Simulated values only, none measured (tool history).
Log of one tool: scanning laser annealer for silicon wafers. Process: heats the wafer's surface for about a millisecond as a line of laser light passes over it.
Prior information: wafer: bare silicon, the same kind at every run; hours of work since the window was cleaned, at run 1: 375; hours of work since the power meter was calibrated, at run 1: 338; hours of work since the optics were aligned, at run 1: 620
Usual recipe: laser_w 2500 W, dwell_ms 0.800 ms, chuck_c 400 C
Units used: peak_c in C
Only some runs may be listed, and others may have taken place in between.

run   hour  laser_w  dwell_ms  chuck_c  hours of work since the window was cleaned  hours of work since the power meter was calibrated  hours of work since the optics were aligned  peak_c
  1    0.0     2500     0.800      400                                         375                                                 338                                          620    1151
  2   21.1     2500     0.800      400                                         390                                                 353                                          635    1146
  3   43.6     2500     0.800      424                                         406                                                 369                                          651    1168
  4   62.0     2500     0.859      400                                         419                                                 382                                          664    1169
  5   81.9     2500     0.859      400                                         433                                                 396                                          678    1168
  6  101.8     2500     0.800      400                                         448                                                 410                                          692    1142
  7  117.2     2500     0.800      400                                         458                                                 421                                          703    1140
  8  134.5     2500     0.800      400                                         471                                                 434                                          716    1138
  9  157.8     2500     0.800      425                                         487                                                 450                                          732    1166
 10  177.3     2500     0.800      425                                         501                                                 464                                          746    1160
 11  188.7     2500     0.935      400                                         510                                                 472                                          754    1190
 12  203.3     2313     0.800      400                                         520                                                 483                                          765    1081
 13  222.0     2313     0.800      400                                         533                                                 496                                          778    1083
 14  240.0     2500     0.827      400                                         546                                                 509                                          791    1147
 15  252.7     2500     0.827      400                                         555                                                 518                                          800    1144
 16  272.0     2500     0.827      400                                         569                                                 532                                          814    1143
 17  292.5     2500     0.800      400                                         584                                                 546                                          828    1130
     295.7  -- window over the wafer cleaned
 18  306.7     2500     0.996      400                                           8                                                 555                                          837    1254
 19  327.0     2500     0.566      400                                          22                                                 570                                          852    1056
 20  345.7     2650     0.800      400                                          36                                                 583                                          865    1216
 21  368.5     2398     0.663      393                                          52                                                 599                                          881    1066
 22  390.1     2261     0.863      416                                          67                                                 615                                          897    1132
 23  400.4     2500     0.973      382                                          75                                                 622                                          904    1224
 24  413.0     2500     0.973      382                                          84                                                 631                                          913    1220
 25  434.2     2289     0.645      400                                          99                                                 646                                          928    1030
 26  448.3     2647     0.800      400                                         109                                                 656                                          938    1212
 27  461.6     2500     0.794      433                                         118                                                 666                                          948    1193
     465.7  -- laser's power meter calibrated
 28  482.9     2500     0.794      433                                         132                                                  12                                          961    1194
 29  498.3     2319     0.665      372                                         143                                                  23                                          972    1020
 30  513.5     2319     0.665      372                                         153                                                  34                                          983    1016
 31  524.4     2200     0.800      368                                         161                                                  42                                          991    1036
 32  540.0     2489     0.800      430                                         172                                                  53                                         1002    1186
 33  553.4     2522     0.800      368                                         182                                                  63                                         1011    1135
     558.5  -- laser's power meter calibrated, once more
     575.8  -- optics aligned, line set to its width
 34  582.4     2522     0.800      368                                         197                                                  14                                            5    1148
 35  594.2     2500     0.800      400                                         205                                                  22                                           13    1173
 36  605.6     2500     0.600      400                                         213                                                  30                                           21    1071
 37  617.0     2692     0.600      373                                         222                                                  38                                           29    1099
 38  628.2     2692     0.600      373                                         230                                                  46                                           37    1097
 39  638.5     2196     0.861      407                                         237                                                  54                                           45    1107
 40  650.2     2196     0.861      407                                         245                                                  62                                           53    1107

Selected run-to-run steps in peak_c, each split into two signed amounts: the part the tool would show with no hidden state at all (from settings, incoming material and random variation), and the remainder, which goes to the hidden state together with any gauge scatter not common to the measured and the hidden-state-free results:
Hidden state present: light that passes the window, % of a clean one's; laser's true power over the reading, %; width of the line over the set one, %; drift of the gauge itself on peak_c, C.
Run 17 -> 18: dwell_ms 0.800 -> 0.996, window over the wafer cleaned. peak_c +124 C: hidden state +39, all else +85.
Run 18 -> 19: dwell_ms 0.996 -> 0.566. peak_c -198 C: hidden state +3, all else -201.
Run 24 -> 25: laser_w 2500 -> 2289, dwell_ms 0.973 -> 0.645, chuck_c 382 -> 400. peak_c -190 C: hidden state +7, all else -197.
Run 25 -> 26: laser_w 2289 -> 2647, dwell_ms 0.645 -> 0.800. peak_c +182 C: hidden state -8, all else +190.
Run 33 -> 34: laser's power meter calibrated, once more, optics aligned, line set to its width. peak_c +13 C: hidden state +16, all else -3.
